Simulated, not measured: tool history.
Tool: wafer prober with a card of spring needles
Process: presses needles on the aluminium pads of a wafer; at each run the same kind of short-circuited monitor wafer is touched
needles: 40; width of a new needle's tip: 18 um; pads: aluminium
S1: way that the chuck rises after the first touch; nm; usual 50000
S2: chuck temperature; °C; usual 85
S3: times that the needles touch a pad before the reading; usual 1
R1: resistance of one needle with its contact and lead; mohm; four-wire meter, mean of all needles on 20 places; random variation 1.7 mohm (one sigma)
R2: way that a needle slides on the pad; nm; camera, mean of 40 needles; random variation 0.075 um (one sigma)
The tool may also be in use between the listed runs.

run	day	S1	S2	S3	R1	R2
1	0.000	50000	85	1	199	8510
2	0.688	50000	85	1	247	8470
# day 0.912: tips cleaned on abrasive film
3	1.062	50000	85	1	270	8420
4	1.758	50000	85	1	257	8450
# day 1.917: tips cleaned on abrasive film
5	2.225	36000	85	1	283	6030
# day 2.867: tips cleaned on abrasive film, once more
6	2.946	36000	85	1	228	6010
7	3.304	36000	85	1	294	6020
8	3.729	50000	28	1	241	8250
# day 3.879: tips cleaned on abrasive film
9	4.225	53000	81	1	219	8860
# day 4.892: tips cleaned on abrasive film
10	4.892	53000	81	1	177	8900
11	5.379	60000	108	2	199	10200
12	5.800	62000	61	1	218	10420
# day 5.904: tips cleaned on abrasive film
13	6.417	50000	26	1	230	8300
14	6.750	61000	32	1	214	10240
# day 6.929: tips cleaned on abrasive film
15	7.554	61000	64	2	195	10210

Forecast each of these 4 alternatives for the next run:
A	7.892	50000	34	3	?	?
B	7.892	40000	64	2	?	?
C	7.892	55000	64	2	?	?
D	7.892	61000	83	2	?	?

run	R1	R2
A	195	8270
B	251	6610
C	211	9180
D	204	10180
Without the tool's hidden state the same runs would have given:
run	R1	R2
A	164	8570
B	176	6910
C	170	9470
D	171	10470

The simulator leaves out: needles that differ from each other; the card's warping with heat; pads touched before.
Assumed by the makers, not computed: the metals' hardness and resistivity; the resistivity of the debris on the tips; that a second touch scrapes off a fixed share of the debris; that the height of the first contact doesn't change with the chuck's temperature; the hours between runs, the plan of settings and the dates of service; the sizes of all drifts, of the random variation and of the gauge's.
